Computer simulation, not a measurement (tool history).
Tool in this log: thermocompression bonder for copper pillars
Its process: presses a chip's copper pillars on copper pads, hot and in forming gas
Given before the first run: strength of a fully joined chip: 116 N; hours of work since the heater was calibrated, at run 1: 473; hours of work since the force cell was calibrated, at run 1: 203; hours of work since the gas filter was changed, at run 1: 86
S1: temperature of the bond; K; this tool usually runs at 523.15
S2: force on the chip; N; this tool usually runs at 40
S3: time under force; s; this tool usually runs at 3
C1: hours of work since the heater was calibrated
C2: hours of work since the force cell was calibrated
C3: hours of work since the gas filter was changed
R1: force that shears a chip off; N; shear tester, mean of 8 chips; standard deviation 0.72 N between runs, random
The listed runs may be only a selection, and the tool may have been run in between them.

run 1 hour=0.0 | S1=523.15 S2=40 S3=3 | C1=473 C2=203 C3=86 | R1=56.6
run 2 hour=9.8 | S1=523.15 S2=40 S3=3 | C1=478 C2=209 C3=92 | R1=57.9
run 3 hour=18.7 | S1=523.15 S2=40 S3=3 | C1=484 C2=214 C3=97 | R1=57.0
run 4 hour=28.9 | S1=553.15 S2=40 S3=3 | C1=490 C2=220 C3=103 | R1=85.5
run 5 hour=37.3 | S1=553.15 S2=40 S3=3 | C1=495 C2=225 C3=108 | R1=83.8
run 6 hour=44.3 | S1=518.15 S2=40 S3=3 | C1=499 C2=229 C3=112 | R1=54.6
run 7 hour=52.2 | S1=518.15 S2=40 S3=3 | C1=504 C2=234 C3=117 | R1=54.1
run 8 hour=59.8 | S1=518.15 S2=40 S3=3 | C1=508 C2=238 C3=121 | R1=52.8
run 9 hour=68.6 | S1=523.15 S2=40 S3=3 | C1=513 C2=244 C3=127 | R1=58.2
run 10 hour=73.7 | S1=523.15 S2=40 S3=3 | C1=516 C2=247 C3=130 | R1=58.8
run 11 hour=83.2 | S1=523.15 S2=40 S3=3 | C1=522 C2=252 C3=135 | R1=58.2
run 12 hour=88.3 | S1=543.15 S2=40 S3=3 | C1=525 C2=255 C3=138 | R1=75.7
run 13 hour=97.7 | S1=543.15 S2=40 S3=3 | C1=531 C2=261 C3=144 | R1=76.6
run 14 hour=103.6 | S1=523.15 S2=40 S3=3 | C1=534 C2=264 C3=147 | R1=57.2
run 15 hour=108.8 | S1=523.15 S2=40 S3=3 | C1=537 C2=267 C3=151 | R1=58.2
run 16 hour=118.3 | S1=523.15 S2=40 S3=2 | C1=543 C2=273 C3=156 | R1=50.0
run 17 hour=126.6 | S1=523.15 S2=40 S3=3 | C1=548 C2=278 C3=161 | R1=58.6
run 18 hour=134.9 | S1=523.15 S2=40 S3=3 | C1=553 C2=283 C3=166 | R1=57.7
run 19 hour=144.6 | S1=549.15 S2=45 S3=4 | C1=559 C2=289 C3=172 | R1=91.8
run 20 hour=152.3 | S1=498.15 S2=40 S3=3 | C1=563 C2=293 C3=176 | R1=36.0
run 21 hour=159.3 | S1=515.15 S2=40 S3=8 | C1=567 C2=297 C3=181 | R1=71.8
run 22 hour=167.5 | S1=515.15 S2=40 S3=8 | C1=572 C2=302 C3=185 | R1=70.1
run 23 hour=176.3 | S1=524.15 S2=58 S3=3 | C1=577 C2=308 C3=191 | R1=75.1
run 24 hour=185.6 | S1=506.15 S2=40 S3=8 | C1=583 C2=313 C3=196 | R1=62.2
run 25 hour=192.8 | S1=506.15 S2=40 S3=8 | C1=587 C2=317 C3=200 | R1=61.5
-- hour=197.2 forming gas filter changed
run 26 hour=200.0 | S1=501.15 S2=34 S3=2 | C1=591 C2=321 C3=2 | R1=29.7
run 27 hour=206.6 | S1=517.15 S2=40 S3=3 | C1=595 C2=325 C3=6 | R1=53.0
run 28 hour=214.0 | S1=525.15 S2=37 S3=3 | C1=599 C2=330 C3=10 | R1=57.2
run 29 hour=220.4 | S1=525.15 S2=54 S3=3 | C1=603 C2=333 C3=14 | R1=72.2
run 30 hour=228.9 | S1=521.15 S2=54 S3=4 | C1=608 C2=339 C3=19 | R1=76.0
run 31 hour=238.2 | S1=521.15 S2=54 S3=4 | C1=614 C2=344 C3=24 | R1=75.0
run 32 hour=247.4 | S1=540.15 S2=27 S3=4 | C1=619 C2=350 C3=30 | R1=60.8
run 33 hour=253.2 | S1=499.15 S2=40 S3=3 | C1=623 C2=353 C3=33 | R1=37.6
run 34 hour=262.0 | S1=517.15 S2=46 S3=2 | C1=628 C2=358 C3=38 | R1=50.6
run 35 hour=272.2 | S1=517.15 S2=46 S3=2 | C1=634 C2=364 C3=45 | R1=51.3

Entry by entry between the runs, the difference in hidden state between the last listed run before and the first listed run after:
Between runs 25 and 26: forming gas filter changed (hour 197.2)
  oxide that the forming gas leaves, % of the face: 0.77 -> 0.5
